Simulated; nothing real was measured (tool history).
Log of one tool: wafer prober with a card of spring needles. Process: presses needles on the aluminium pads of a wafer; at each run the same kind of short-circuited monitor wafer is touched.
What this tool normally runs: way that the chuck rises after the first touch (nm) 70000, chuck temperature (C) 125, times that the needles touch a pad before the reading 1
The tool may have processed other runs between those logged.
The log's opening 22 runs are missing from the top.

| run | day | way that the chuck rises after the first touch (nm) | chuck temperature (C) | times that the needles touch a pad before the reading | resistance of one needle with its contact and lead (mohm) | way that a needle slides on the pad (nm) |
|---|---|---|---|---|---|---|
|  | 10.346 | tips cleaned on abrasive film |
|  | 10.654 | tips cleaned on abrasive film |
| 23 | 10.779 | 89000 | 115 | 1 | 233 | 19170 |
|  | 10.967 | tips cleaned on abrasive film |
|  | 11.262 | tips cleaned on abrasive film |
| 24 | 11.275 | 89000 | 115 | 1 | 210 | 19090 |
|  | 11.579 | tips cleaned on abrasive film |
| 25 | 11.708 | 89000 | 115 | 1 | 231 | 18930 |
|  | 11.908 | tips cleaned on abrasive film |
| 26 | 12.100 | 69000 | 29 | 1 | 251 | 14420 |
|  | 12.212 | tips cleaned on abrasive film |
|  | 12.542 | tips cleaned on abrasive film |
| 27 | 12.562 | 69000 | 31 | 1 | 205 | 14560 |
|  | 12.842 | tips cleaned on abrasive film |
| 28 | 13.000 | 69000 | 31 | 1 | 245 | 14430 |
|  | 13.162 | tips cleaned on abrasive film |
| 29 | 13.400 | 70000 | 82 | 2 | 241 | 14620 |
|  | 13.483 | tips cleaned on abrasive film |
| 30 | 13.683 | 70000 | 82 | 2 | 237 | 14660 |
|  | 13.817 | tips cleaned on abrasive film |
| 31 | 14.025 | 70000 | 81 | 2 | 240 | 14650 |

Expected results for the next run?
|  | 14.133 | tips cleaned on abrasive film |
|  | 14.479 | tips cleaned on abrasive film |
| 32 | 14.625 | 78000 | 81 | 2 | ? | ? |

Run 32 measured resistance of one needle with its contact and lead (mohm) 225, way that a needle slides on the pad (nm) 16370.
Minus the tool's unlogged condition, the same run would have read resistance of one needle with its contact and lead (mohm) 198, way that a needle slides on the pad (nm) 17510.
